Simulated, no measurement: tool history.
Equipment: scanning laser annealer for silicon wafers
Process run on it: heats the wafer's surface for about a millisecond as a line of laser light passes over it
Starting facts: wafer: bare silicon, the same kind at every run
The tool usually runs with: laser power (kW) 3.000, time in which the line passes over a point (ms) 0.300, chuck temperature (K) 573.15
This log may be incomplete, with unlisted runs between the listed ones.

run   hour  laser power (kW)  time in which the line passes over a point (ms)  chuck temperature (K)  highest temperature of the surface (K)
  1    0.0             3.000                                            0.300                 573.15                                 1309.15
  2   31.6             3.000                                            0.300                 573.15                                 1309.15
  3   50.7             3.000                                            0.300                 573.15                                 1305.15
  4   86.0             3.000                                            0.300                 573.15                                 1306.15
  5  129.7             3.000                                            0.292                 573.15                                 1297.15
     138.9  -- optics aligned, line set to its width
  6  165.8             3.000                                            0.292                 573.15                                 1302.15
  7  204.3             3.000                                            0.240                 573.15                                 1231.15
  8  225.3             3.000                                            0.240                 573.15                                 1236.15
  9  247.7             3.000                                            0.249                 573.15                                 1244.15
 10  288.3             3.000                                            0.300                 556.15                                 1295.15
 11  314.8             3.000                                            0.300                 565.15                                 1302.15
 12  350.3             3.000                                            0.300                 565.15                                 1302.15
 13  382.1             2.903                                            0.300                 573.15                                 1287.15
 14  419.8             2.903                                            0.300                 534.15                                 1244.15
 15  440.4             2.903                                            0.300                 534.15                                 1246.15
 16  462.1             3.000                                            0.232                 595.15                                 1238.15
 17  500.2             3.000                                            0.232                 595.15                                 1240.15
 18  521.9             3.000                                            0.334                 595.15                                 1366.15
 19  548.7             2.639                                            0.326                 542.15                                 1218.15
 20  573.8             2.639                                            0.326                 542.15                                 1220.15
 21  613.5             2.639                                            0.326                 542.15                                 1216.15
 22  639.4             3.000                                            0.300                 575.15                                 1302.15
 23  672.7             2.593                                            0.338                 551.15                                 1226.15
 24  706.7             2.782                                            0.327                 558.15                                 1268.15
 25  745.4             3.000                                            0.243                 573.15                                 1227.15

5 ways to go on from here, each from the tool as it stands after run 25. What would each give?
  A  777.0             2.632                                            0.227                 545.15                                       ?
  B  777.0             2.603                                            0.298                 586.15                                       ?
  C  777.0             2.818                                            0.260                 560.15                                       ?
  D  777.0             3.274                                            0.241                 573.15                                       ?
  E  777.0             2.951                                            0.299                 551.15                                       ?

run  highest temperature of the surface (K)
  A                                 1104.15
  B                                 1221.15
  C                                 1195.15
  D                                 1281.15
  E                                 1264.15
With the hidden condition removed and each run's random variation left untouched, the same runs would have given:
run  highest temperature of the surface (K)
  A                                 1125.15
  B                                 1244.15
  C                                 1218.15
  D                                 1306.15
  E                                 1290.15
